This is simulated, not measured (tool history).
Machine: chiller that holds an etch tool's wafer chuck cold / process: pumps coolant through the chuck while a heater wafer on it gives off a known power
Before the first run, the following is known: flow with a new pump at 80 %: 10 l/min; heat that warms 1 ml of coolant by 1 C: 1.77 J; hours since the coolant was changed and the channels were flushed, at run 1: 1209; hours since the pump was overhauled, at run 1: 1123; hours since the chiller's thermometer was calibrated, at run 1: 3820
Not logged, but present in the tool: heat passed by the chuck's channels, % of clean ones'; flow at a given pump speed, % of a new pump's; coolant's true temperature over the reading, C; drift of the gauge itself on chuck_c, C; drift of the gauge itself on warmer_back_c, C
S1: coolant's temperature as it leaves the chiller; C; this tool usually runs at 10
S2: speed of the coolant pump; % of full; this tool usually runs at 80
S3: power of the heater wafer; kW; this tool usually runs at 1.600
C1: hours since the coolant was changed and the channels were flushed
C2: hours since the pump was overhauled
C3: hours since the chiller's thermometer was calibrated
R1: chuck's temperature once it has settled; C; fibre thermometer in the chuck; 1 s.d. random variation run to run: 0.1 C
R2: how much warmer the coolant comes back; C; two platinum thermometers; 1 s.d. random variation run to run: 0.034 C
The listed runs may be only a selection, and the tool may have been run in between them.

Run 1, day 0.000: usual settings; C1 1209; C2 1123; C3 3820. Result: R1 27.5 C, R2 5.56 C.
Run 2, day 3.038: usual settings; C1 1282; C2 1196; C3 3893. Result: R1 27.3 C, R2 5.60 C.
Run 3, day 6.450: usual settings but S1 15 C; C1 1364; C2 1278; C3 3975. Result: R1 32.5 C, R2 5.67 C.
Run 4, day 8.596: usual settings but S3 1.826 kW; C1 1415; C2 1329; C3 4027. Result: R1 30.2 C, R2 6.42 C.
Run 5, day 10.350: usual settings but S3 1.826 kW; C1 1457; C2 1371; C3 4069. Result: R1 30.0 C, R2 6.48 C.
Run 6, day 12.683: usual settings but S3 1.826 kW; C1 1513; C2 1427; C3 4125. Result: R1 30.2 C, R2 6.41 C.
Run 7, day 15.404: usual settings but S2 61 % of full; C1 1579; C2 1493; C3 4190. Result: R1 31.1 C, R2 7.44 C.
Run 8, day 19.488: usual settings but S2 61 % of full; C1 1677; C2 1591; C3 4288. Result: R1 31.3 C, R2 7.42 C.
Run 9, day 22.312: usual settings but S2 61 % of full; C1 1744; C2 1659; C3 4356. Result: R1 31.5 C, R2 7.45 C.
Run 10, day 24.204: usual settings but S2 61 % of full; C1 1790; C2 1704; C3 4401. Result: R1 31.4 C, R2 7.49 C.
Run 11, day 26.225: usual settings; C1 1838; C2 1752; C3 4450. Result: R1 27.9 C, R2 5.66 C.
Run 12, day 28.221: usual settings; C1 1886; C2 1800; C3 4498. Result: R1 27.8 C, R2 5.74 C.
Run 13, day 32.079: usual settings; C1 1979; C2 1893; C3 4590. Result: R1 27.8 C, R2 5.79 C.
Run 14, day 34.525: usual settings; C1 2037; C2 1952; C3 4649. Result: R1 28.1 C, R2 5.75 C.
Run 15, day 37.167: usual settings but S1 4 C; C1 2101; C2 2015; C3 4712. Result: R1 22.4 C, R2 5.71 C.
Run 16, day 38.967: usual settings but S1 4 C; C1 2144; C2 2058; C3 4755. Result: R1 22.3 C, R2 5.81 C.
Run 17, day 41.088: usual settings but S1 4 C; C1 2195; C2 2109; C3 4806. Result: R1 22.2 C, R2 5.82 C.
At day 43.612: chiller's thermometer calibrated.
Run 18, day 45.379: usual settings but S1 4 C, S3 1.424 kW; C1 2297; C2 2211; C3 42. Result: R1 21.0 C, R2 5.17 C.
Run 19, day 48.654: usual settings but S1 1 C, S2 99 % of full, S3 1.671 kW; C1 2376; C2 2290; C3 121. Result: R1 18.4 C, R2 4.89 C.
Run 20, day 51.512: usual settings but S1 14 C, S2 82 % of full, S3 2.198 kW; C1 2444; C2 2358; C3 190. Result: R1 40.0 C, R2 7.80 C.
Run 21, day 55.058: usual settings but S1 14 C, S2 82 % of full, S3 0.948 kW; C1 2529; C2 2443; C3 275. Result: R1 25.3 C, R2 3.35 C.
Run 22, day 57.025: usual settings but S1 14 C, S2 82 % of full, S3 0.942 kW; C1 2577; C2 2491; C3 322. Result: R1 25.3 C, R2 3.34 C.
Run 23, day 59.725: usual settings but S3 1.463 kW; C1 2641; C2 2555; C3 387. Result: R1 27.8 C, R2 5.43 C.
Run 24, day 62.375: usual settings but S1 12 C, S2 95 % of full, S3 1.191 kW; C1 2705; C2 2619; C3 450. Result: R1 25.0 C, R2 3.71 C.
Run 25, day 65.488: usual settings but S3 1.911 kW; C1 2780; C2 2694; C3 525. Result: R1 33.3 C, R2 7.02 C.
Run 26, day 67.958: usual settings but S3 1.911 kW; C1 2839; C2 2753; C3 584. Result: R1 33.3 C, R2 7.05 C.
Run 27, day 71.121: usual settings but S1 8 C, S2 67 % of full, S3 1.085 kW; C1 2915; C2 2829; C3 660. Result: R1 23.1 C, R2 4.79 C.
Run 28, day 72.883: usual settings but S2 74 % of full; C1 2957; C2 2871; C3 702. Result: R1 30.8 C, R2 6.35 C.
Run 29, day 75.683: usual settings but S2 63 % of full, S3 1.160 kW; C1 3024; C2 2938; C3 770. Result: R1 26.8 C, R2 5.43 C.
Run 30, day 77.679: usual settings but S2 63 % of full, S3 1.160 kW; C1 3072; C2 2986; C3 818. Result: R1 26.6 C, R2 5.50 C.
Run 31, day 80.108: usual settings but S2 64 % of full, S3 1.458 kW; C1 3130; C2 3045; C3 876. Result: R1 30.9 C, R2 6.78 C.

Had the tool no unlogged condition, and each run kept its random variation, what would the results have been?
run    R1    R2
  1  27.1  5.38
  2  26.9  5.41
  3  31.9  5.47
  4  29.4  6.18
  5  29.2  6.23
  6  29.3  6.15
  7  30.1  7.12
  8  30.2  7.08
  9  30.3  7.09
 10  30.2  7.12
 11  26.9  5.37
 12  26.8  5.45
 13  26.7  5.47
 14  27.0  5.43
 15  21.2  5.37
 16  21.0  5.46
 17  20.9  5.47
 18  19.1  4.83
 19  16.3  4.56
 20  36.9  7.26
 21  23.9  3.10
 22  23.9  3.09
 23  25.6  5.02
 24  23.4  3.43
 25  30.1  6.46
 26  30.1  6.47
 27  21.0  4.39
 28  27.9  5.80
 29  24.4  4.95
 30  24.2  5.00
 31  27.8  6.16

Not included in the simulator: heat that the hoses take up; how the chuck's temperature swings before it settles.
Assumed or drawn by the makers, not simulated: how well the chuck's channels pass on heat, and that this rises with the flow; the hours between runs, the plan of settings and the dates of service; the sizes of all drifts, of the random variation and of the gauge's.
